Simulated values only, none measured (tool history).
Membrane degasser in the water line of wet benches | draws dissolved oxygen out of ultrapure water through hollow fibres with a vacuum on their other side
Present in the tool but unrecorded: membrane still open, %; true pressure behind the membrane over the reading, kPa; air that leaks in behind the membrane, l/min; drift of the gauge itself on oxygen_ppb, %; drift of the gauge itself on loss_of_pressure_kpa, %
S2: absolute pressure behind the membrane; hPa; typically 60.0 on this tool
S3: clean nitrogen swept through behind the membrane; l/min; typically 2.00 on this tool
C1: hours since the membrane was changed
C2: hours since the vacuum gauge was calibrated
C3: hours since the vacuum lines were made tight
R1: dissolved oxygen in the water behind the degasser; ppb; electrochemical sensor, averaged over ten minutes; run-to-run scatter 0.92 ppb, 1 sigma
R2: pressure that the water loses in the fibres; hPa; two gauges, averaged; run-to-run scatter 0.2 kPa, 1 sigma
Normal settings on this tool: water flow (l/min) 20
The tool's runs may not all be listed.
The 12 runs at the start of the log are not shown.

Run 13, hour 460.7: usual settings; C1 2327; C2 4062; C3 1704. Result: R1 94.3 ppb, R2 467.7 hPa.
Run 14, hour 509.4: usual settings but S2 40.6 hPa; C1 2376; C2 4111; C3 1753. Result: R1 47.6 ppb, R2 471.6 hPa.
Run 15, hour 557.5: usual settings but S2 40.6 hPa; C1 2424; C2 4159; C3 1801. Result: R1 47.0 ppb, R2 473.0 hPa.
Run 16, hour 610.6: usual settings but water flow (l/min) 29, S2 40.6 hPa; C1 2477; C2 4212; C3 1854. Result: R1 117.7 ppb, R2 688.8 hPa.
Run 17, hour 643.8: usual settings but water flow (l/min) 15, S2 106.8 hPa, S3 2.70 l/min; C1 2510; C2 4246; C3 1887. Result: R1 109.2 ppb, R2 357.2 hPa.
Run 18, hour 669.1: usual settings but water flow (l/min) 18, S2 106.8 hPa, S3 3.37 l/min; C1 2536; C2 4271; C3 1912. Result: R1 113.7 ppb, R2 425.9 hPa.
At hour 673.1: vacuum gauge calibrated.
Run 19, hour 723.5: usual settings but water flow (l/min) 22, S2 74.1 hPa, S3 1.69 l/min; C1 2590; C2 50; C3 1966. Result: R1 168.0 ppb, R2 520.6 hPa.
Run 20, hour 774.4: usual settings but water flow (l/min) 12, S2 55.6 hPa, S3 2.51 l/min; C1 2640; C2 101; C3 2017. Result: R1 32.3 ppb, R2 282.4 hPa.
Run 21, hour 824.4: usual settings but water flow (l/min) 12, S2 55.6 hPa, S3 2.51 l/min; C1 2690; C2 151; C3 2067. Result: R1 33.1 ppb, R2 284.0 hPa.
Run 22, hour 849.2: usual settings but water flow (l/min) 26, S2 55.6 hPa, S3 4.10 l/min; C1 2715; C2 176; C3 2092. Result: R1 98.3 ppb, R2 621.6 hPa.
Run 23, hour 894.1: usual settings but water flow (l/min) 26, S2 55.6 hPa, S3 4.10 l/min; C1 2760; C2 221; C3 2137. Result: R1 99.8 ppb, R2 617.7 hPa.
Run 24, hour 934.7: usual settings but water flow (l/min) 26, S2 146.9 hPa, S3 1.43 l/min; C1 2801; C2 262; C3 2178. Result: R1 512.8 ppb, R2 616.4 hPa.
At hour 940.0: vacuum gauge calibrated, once more.
Run 25, hour 958.1: usual settings but water flow (l/min) 26, S2 146.9 hPa, S3 1.43 l/min; C1 2824; C2 18; C3 2200. Result: R1 507.3 ppb, R2 615.3 hPa.
Run 26, hour 981.7: usual settings but water flow (l/min) 26, S2 146.9 hPa, S3 1.43 l/min; C1 2847; C2 42; C3 2224. Result: R1 503.5 ppb, R2 612.1 hPa.
Run 27, hour 1019.4: usual settings but water flow (l/min) 26, S2 146.9 hPa, S3 1.43 l/min; C1 2885; C2 79; C3 2262. Result: R1 499.9 ppb, R2 618.9 hPa.
Run 28, hour 1073.1: usual settings but water flow (l/min) 19, S2 44.9 hPa, S3 1.20 l/min; C1 2939; C2 133; C3 2315. Result: R1 65.6 ppb, R2 448.2 hPa.
Run 29, hour 1129.5: usual settings but water flow (l/min) 27, S2 37.1 hPa, S3 4.65 l/min; C1 2995; C2 189; C3 2372. Result: R1 75.0 ppb, R2 644.1 hPa.
Run 30, hour 1175.9: usual settings but water flow (l/min) 15, S2 68.8 hPa, S3 1.65 l/min; C1 3041; C2 236; C3 2418. Result: R1 86.2 ppb, R2 354.5 hPa.
Run 31, hour 1218.1: usual settings but S2 39.7 hPa, S3 0.87 l/min; C1 3084; C2 278; C3 2460. Result: R1 62.1 ppb, R2 475.5 hPa.

What if the next run were any one of these 5? Each begins from the tool's condition after run 31:
Run A, hour 1269.0: usual settings but S2 56.3 hPa; C1 3135; C2 329; C3 2511. Result: R1 ?, R2 ?.
Run B, hour 1269.0: usual settings but water flow (l/min) 31, S2 63.4 hPa, S3 3.35 l/min; C1 3135; C2 329; C3 2511. Result: R1 ?, R2 ?.
Run C, hour 1269.0: usual settings but S2 67.5 hPa, S3 0.87 l/min; C1 3135; C2 329; C3 2511. Result: R1 ?, R2 ?.
Run D, hour 1269.0: usual settings but S2 124.2 hPa, S3 4.18 l/min; C1 3135; C2 329; C3 2511. Result: R1 ?, R2 ?.
Run E, hour 1269.0: usual settings but water flow (l/min) 29, S2 43.7 hPa, S3 2.38 l/min; C1 3135; C2 329; C3 2511. Result: R1 ?, R2 ?.

run     R1     R2
  A   82.0  475.6
  B  172.3  740.2
  C  195.5  474.8
  D  127.5  479.1
  E  118.6  693.6
What these runs would have given with no unlogged condition in the tool:
run     R1     R2
  A   78.5  464.2
  B  161.7  722.5
  C  192.0  463.4
  D  124.0  467.7
  E  109.5  677.1
